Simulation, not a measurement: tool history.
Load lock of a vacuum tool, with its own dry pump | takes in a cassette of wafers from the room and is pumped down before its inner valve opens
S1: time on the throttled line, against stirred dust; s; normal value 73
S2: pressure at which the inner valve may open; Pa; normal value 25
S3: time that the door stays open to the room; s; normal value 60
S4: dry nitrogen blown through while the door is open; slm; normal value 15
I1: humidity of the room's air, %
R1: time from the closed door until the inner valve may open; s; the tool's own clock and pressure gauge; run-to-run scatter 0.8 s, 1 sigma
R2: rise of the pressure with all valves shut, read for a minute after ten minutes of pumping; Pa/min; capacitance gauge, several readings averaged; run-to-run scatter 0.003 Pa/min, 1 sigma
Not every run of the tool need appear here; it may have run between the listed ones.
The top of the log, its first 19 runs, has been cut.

{"run": 20, "hour": 1968.0, "S1": 48, "S2": 25, "S3": 182, "S4": 15, "I1": 44.0, "R1": 111.4, "R2": 0.091}
{"run": 21, "hour": 2065.2, "S1": 76, "S2": 25, "S3": 26, "S4": 15, "I1": 47.4, "R1": 130.4, "R2": 0.067}
{"run": 22, "hour": 2183.2, "S1": 76, "S2": 25, "S3": 26, "S4": 15, "I1": 46.1, "R1": 131.7, "R2": 0.06}
{"run": 23, "hour": 2273.6, "S1": 43, "S2": 29, "S3": 53, "S4": 12, "I1": 43.8, "R1": 105.1, "R2": 0.07}
{"run": 24, "hour": 2360.0, "S1": 43, "S2": 29, "S3": 53, "S4": 12, "I1": 41.2, "R1": 106.0, "R2": 0.067}
{"run": 25, "hour": 2498.3, "S1": 47, "S2": 39, "S3": 66, "S4": 7, "I1": 42.3, "R1": 106.3, "R2": 0.076}
{"run": 26, "hour": 2587.0, "S1": 90, "S2": 47, "S3": 60, "S4": 15, "I1": 43.3, "R1": 136.9, "R2": 0.074}
{"run": 27, "hour": 2689.4, "S1": 73, "S2": 34, "S3": 88, "S4": 23, "I1": 47.3, "R1": 127.1, "R2": 0.078}
{"run": 28, "hour": 2764.9, "S1": 73, "S2": 34, "S3": 88, "S4": 23, "I1": 45.9, "R1": 126.2, "R2": 0.076}
{"run": 29, "hour": 2845.8, "S1": 96, "S2": 37, "S3": 86, "S4": 15, "I1": 42.2, "R1": 143.1, "R2": 0.079}

Estimate the outcome of run 30 from the log above:
{"run": 30, "hour": 2982.5, "S1": 37, "S2": 25, "S3": 163, "S4": 14, "I1": 41.9, "R1": "?", "R2": "?"}

Run 30 measured R1 103.9 s, R2 0.095 Pa/min.
With no hidden state in the tool, this same run would have given R1 95.8 s, R2 0.049 Pa/min.
